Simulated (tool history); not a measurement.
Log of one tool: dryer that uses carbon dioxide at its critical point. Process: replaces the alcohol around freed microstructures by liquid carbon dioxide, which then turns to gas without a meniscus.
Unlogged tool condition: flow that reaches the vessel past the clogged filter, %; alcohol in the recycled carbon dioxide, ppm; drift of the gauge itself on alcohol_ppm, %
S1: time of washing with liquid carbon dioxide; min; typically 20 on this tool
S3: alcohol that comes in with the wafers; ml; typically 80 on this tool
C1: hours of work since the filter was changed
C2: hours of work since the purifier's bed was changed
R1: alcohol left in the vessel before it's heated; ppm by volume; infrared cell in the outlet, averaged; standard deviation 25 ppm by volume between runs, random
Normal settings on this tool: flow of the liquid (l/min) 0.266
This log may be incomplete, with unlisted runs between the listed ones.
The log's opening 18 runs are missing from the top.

Run 19, hour 247.2: usual settings; C1 222; C2 393. Result: R1 2245 ppm by volume.
Run 20, hour 257.8: usual settings; C1 227; C2 398. Result: R1 2249 ppm by volume.
Run 21, hour 274.6: usual settings but S3 33 ml; C1 233; C2 405. Result: R1 999 ppm by volume.
Run 22, hour 287.6: usual settings but flow of the liquid (l/min) 0.277, S3 23 ml; C1 239; C2 410. Result: R1 652 ppm by volume.
Run 23, hour 301.8: usual settings but flow of the liquid (l/min) 0.277, S3 23 ml; C1 245; C2 416. Result: R1 673 ppm by volume.
Run 24, hour 319.6: usual settings but S1 25 min, flow of the liquid (l/min) 0.331, S3 27 ml; C1 252; C2 423. Result: R1 219 ppm by volume.
Run 25, hour 335.5: usual settings but S1 28 min, flow of the liquid (l/min) 0.315, S3 30 ml; C1 259; C2 430. Result: R1 211 ppm by volume.
Run 26, hour 349.9: usual settings but S1 13 min, flow of the liquid (l/min) 0.226, S3 75 ml; C1 264; C2 436. Result: R1 10628 ppm by volume.
Run 27, hour 361.3: usual settings but S1 13 min, flow of the liquid (l/min) 0.226, S3 75 ml; C1 269; C2 440. Result: R1 10759 ppm by volume.
Run 28, hour 378.1: usual settings but flow of the liquid (l/min) 0.32, S3 51 ml; C1 276; C2 447. Result: R1 815 ppm by volume.
Run 29, hour 387.4: usual settings but flow of the liquid (l/min) 0.32, S3 51 ml; C1 280; C2 451. Result: R1 810 ppm by volume.
Run 30, hour 397.7: usual settings but flow of the liquid (l/min) 0.314; C1 284; C2 455. Result: R1 1304 ppm by volume.
Run 31, hour 413.7: usual settings but S1 13 min, S3 27 ml; C1 291; C2 462. Result: R1 2747 ppm by volume.
Run 32, hour 430: usual settings but S1 28 min, S3 81 ml; C1 297; C2 469. Result: R1 701 ppm by volume.
Run 33, hour 442.2: usual settings but S1 28 min, flow of the liquid (l/min) 0.318, S3 105 ml; C1 302; C2 474. Result: R1 407 ppm by volume.
Run 34, hour 460.9: usual settings but S1 28 min, flow of the liquid (l/min) 0.318, S3 105 ml; C1 310; C2 481. Result: R1 427 ppm by volume.
Run 35, hour 471.3: usual settings but S1 28 min, flow of the liquid (l/min) 0.318, S3 105 ml; C1 314; C2 486. Result: R1 410 ppm by volume.
Run 36, hour 481.6: usual settings but S1 28 min, flow of the liquid (l/min) 0.318, S3 105 ml; C1 319; C2 490. Result: R1 419 ppm by volume.
Run 37, hour 491.5: usual settings but S1 28 min, flow of the liquid (l/min) 0.318, S3 105 ml; C1 323; C2 494. Result: R1 413 ppm by volume.
Run 38, hour 505.4: usual settings but S1 29 min, flow of the liquid (l/min) 0.211, S3 70 ml; C1 328; C2 500. Result: R1 1422 ppm by volume.
Run 39, hour 523.1: usual settings but S1 18 min, flow of the liquid (l/min) 0.17, S3 56 ml; C1 336; C2 507. Result: R1 7954 ppm by volume.
Run 40, hour 538.2: usual settings but S1 18 min, flow of the liquid (l/min) 0.17, S3 25 ml; C1 342; C2 513. Result: R1 3603 ppm by volume.
Run 41, hour 548.3: usual settings but S1 15 min, flow of the liquid (l/min) 0.176, S3 24 ml; C1 346; C2 517. Result: R1 4454 ppm by volume.
Run 42, hour 566.7: usual settings but S1 21 min; C1 354; C2 525. Result: R1 2230 ppm by volume.

5 ways to go on from here, each from the tool as it stands after run 42. What would each give?
Run A, hour 577.5: usual settings but S1 19 min, flow of the liquid (l/min) 0.173, S3 23 ml; C1 358; C2 529. Result: R1 ?.
Run B, hour 577.5: usual settings but flow of the liquid (l/min) 0.441; C1 358; C2 529. Result: R1 ?.
Run C, hour 577.5: usual settings but S1 17 min, flow of the liquid (l/min) 0.278, S3 50 ml; C1 358; C2 529. Result: R1 ?.
Run D, hour 577.5: usual settings but S3 26 ml; C1 358; C2 529. Result: R1 ?.
Run E, hour 577.5: usual settings but S1 17 min, S3 31 ml; C1 358; C2 529. Result: R1 ?.

run    R1
  A  2995
  B   378
  C  2425
  D   957
  E  1775
Stripped of hidden state, with their random variation kept, the same runs would have yielded:
run    R1
  A  2171
  B   110
  C  1533
  D   527
  E  1119
